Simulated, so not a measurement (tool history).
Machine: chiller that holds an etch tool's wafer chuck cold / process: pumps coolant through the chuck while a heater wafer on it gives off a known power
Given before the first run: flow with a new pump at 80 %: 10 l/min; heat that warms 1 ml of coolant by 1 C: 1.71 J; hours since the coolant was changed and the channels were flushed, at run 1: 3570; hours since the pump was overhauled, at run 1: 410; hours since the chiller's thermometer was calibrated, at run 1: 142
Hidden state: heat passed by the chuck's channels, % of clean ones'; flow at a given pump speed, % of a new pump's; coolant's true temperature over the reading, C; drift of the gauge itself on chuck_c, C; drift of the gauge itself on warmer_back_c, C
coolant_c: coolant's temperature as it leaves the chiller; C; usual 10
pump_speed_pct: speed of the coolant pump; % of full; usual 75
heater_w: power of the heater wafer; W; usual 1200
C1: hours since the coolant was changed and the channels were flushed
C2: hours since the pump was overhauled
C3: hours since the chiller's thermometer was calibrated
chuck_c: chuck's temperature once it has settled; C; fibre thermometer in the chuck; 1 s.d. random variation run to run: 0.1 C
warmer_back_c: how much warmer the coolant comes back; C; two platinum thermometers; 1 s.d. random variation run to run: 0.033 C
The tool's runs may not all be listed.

run 1 day=0.000 | coolant_c=10 pump_speed_pct=75 heater_w=1200 | C1=3570 C2=410 C3=142 | chuck_c=24.1 warmer_back_c=4.58
run 2 day=2.012 | coolant_c=10 pump_speed_pct=75 heater_w=1200 | C1=3619 C2=459 C3=190 | chuck_c=24.3 warmer_back_c=4.52
run 3 day=4.496 | coolant_c=10 pump_speed_pct=75 heater_w=1200 | C1=3678 C2=518 C3=250 | chuck_c=24.1 warmer_back_c=4.47
run 4 day=6.796 | coolant_c=10 pump_speed_pct=75 heater_w=1200 | C1=3733 C2=574 C3=305 | chuck_c=24.2 warmer_back_c=4.52
run 5 day=9.062 | coolant_c=10 pump_speed_pct=75 heater_w=1200 | C1=3788 C2=628 C3=359 | chuck_c=24.4 warmer_back_c=4.53
run 6 day=11.075 | coolant_c=10 pump_speed_pct=75 heater_w=1200 | C1=3836 C2=676 C3=408 | chuck_c=24.2 warmer_back_c=4.47
run 7 day=13.704 | coolant_c=10 pump_speed_pct=75 heater_w=1200 | C1=3899 C2=739 C3=471 | chuck_c=24.3 warmer_back_c=4.45
run 8 day=14.808 | coolant_c=10 pump_speed_pct=75 heater_w=1200 | C1=3926 C2=766 C3=497 | chuck_c=24.3 warmer_back_c=4.44
run 9 day=17.312 | coolant_c=10 pump_speed_pct=75 heater_w=1200 | C1=3986 C2=826 C3=557 | chuck_c=24.1 warmer_back_c=4.51
run 10 day=18.812 | coolant_c=17 pump_speed_pct=75 heater_w=1200 | C1=4022 C2=862 C3=593 | chuck_c=31.4 warmer_back_c=4.47
run 11 day=20.196 | coolant_c=10 pump_speed_pct=75 heater_w=1200 | C1=4055 C2=895 C3=627 | chuck_c=24.3 warmer_back_c=4.40
run 12 day=22.838 | coolant_c=10 pump_speed_pct=71 heater_w=1200 | C1=4118 C2=959 C3=690 | chuck_c=25.2 warmer_back_c=4.76
run 13 day=25.046 | coolant_c=10 pump_speed_pct=71 heater_w=1200 | C1=4171 C2=1012 C3=743 | chuck_c=25.1 warmer_back_c=4.66
run 14 day=26.225 | coolant_c=10 pump_speed_pct=75 heater_w=1151 | C1=4200 C2=1040 C3=771 | chuck_c=23.6 warmer_back_c=4.24
run 15 day=28.096 | coolant_c=0 pump_speed_pct=75 heater_w=1151 | C1=4245 C2=1085 C3=816 | chuck_c=13.9 warmer_back_c=4.16
run 16 day=29.775 | coolant_c=0 pump_speed_pct=75 heater_w=1151 | C1=4285 C2=1125 C3=857 | chuck_c=13.7 warmer_back_c=4.22
run 17 day=32.025 | coolant_c=0 pump_speed_pct=75 heater_w=1151 | C1=4339 C2=1179 C3=911 | chuck_c=13.4 warmer_back_c=4.18
run 18 day=33.379 | coolant_c=0 pump_speed_pct=75 heater_w=1151 | C1=4371 C2=1212 C3=943 | chuck_c=13.9 warmer_back_c=4.18
run 19 day=34.567 | coolant_c=20 pump_speed_pct=63 heater_w=1040 | C1=4400 C2=1240 C3=972 | chuck_c=34.5 warmer_back_c=4.66
run 20 day=37.254 | coolant_c=15 pump_speed_pct=90 heater_w=1771 | C1=4464 C2=1305 C3=1036 | chuck_c=32.7 warmer_back_c=5.31
run 21 day=39.554 | coolant_c=15 pump_speed_pct=71 heater_w=1467 | C1=4520 C2=1360 C3=1091 | chuck_c=33.2 warmer_back_c=5.75
run 22 day=41.042 | coolant_c=10 pump_speed_pct=75 heater_w=1034 | C1=4555 C2=1395 C3=1127 | chuck_c=22.3 warmer_back_c=3.77
run 23 day=42.175 | coolant_c=10 pump_speed_pct=75 heater_w=1034 | C1=4582 C2=1423 C3=1154 | chuck_c=22.3 warmer_back_c=3.72
run 24 day=44.696 | coolant_c=10 pump_speed_pct=75 heater_w=672 | C1=4643 C2=1483 C3=1215 | chuck_c=17.9 warmer_back_c=2.28
-- day=45.212 gauge calibrated
run 25 day=47.042 | coolant_c=8 pump_speed_pct=71 heater_w=672 | C1=4699 C2=1539 C3=1271 | chuck_c=16.5 warmer_back_c=2.72
run 26 day=49.588 | coolant_c=8 pump_speed_pct=71 heater_w=672 | C1=4760 C2=1601 C3=1332 | chuck_c=16.4 warmer_back_c=2.68
run 27 day=50.767 | coolant_c=8 pump_speed_pct=71 heater_w=672 | C1=4789 C2=1629 C3=1360 | chuck_c=16.5 warmer_back_c=2.70
run 28 day=53.150 | coolant_c=17 pump_speed_pct=65 heater_w=1349 | C1=4846 C2=1686 C3=1418 | chuck_c=35.4 warmer_back_c=6.00
run 29 day=55.346 | coolant_c=10 pump_speed_pct=72 heater_w=1349 | C1=4899 C2=1739 C3=1470 | chuck_c=26.7 warmer_back_c=5.29
run 30 day=57.179 | coolant_c=0 pump_speed_pct=75 heater_w=1200 | C1=4943 C2=1783 C3=1514 | chuck_c=14.3 warmer_back_c=4.50
run 31 day=58.417 | coolant_c=9 pump_speed_pct=92 heater_w=1200 | C1=4972 C2=1812 C3=1544 | chuck_c=20.8 warmer_back_c=3.51
run 32 day=60.425 | coolant_c=11 pump_speed_pct=80 heater_w=1200 | C1=5020 C2=1861 C3=1592 | chuck_c=24.5 warmer_back_c=4.16

Alternative continuations, all from the tool just after run 32; predict every row:
run A day=62.062 | coolant_c=11 pump_speed_pct=88 heater_w=1200 | C1=5060 C2=1900 C3=1632 | chuck_c=? warmer_back_c=?
run B day=62.062 | coolant_c=10 pump_speed_pct=82 heater_w=1200 | C1=5060 C2=1900 C3=1632 | chuck_c=? warmer_back_c=?
run C day=62.062 | coolant_c=1 pump_speed_pct=60 heater_w=920 | C1=5060 C2=1900 C3=1632 | chuck_c=? warmer_back_c=?

run=A chuck_c=23.2 warmer_back_c=3.74
run=B chuck_c=23.1 warmer_back_c=4.01
run=C chuck_c=14.4 warmer_back_c=4.42
With the hidden condition removed and each run's random variation left untouched, the same runs would have given:
run=A chuck_c=23.2 warmer_back_c=3.82
run=B chuck_c=23.1 warmer_back_c=4.09
run=C chuck_c=14.4 warmer_back_c=4.50
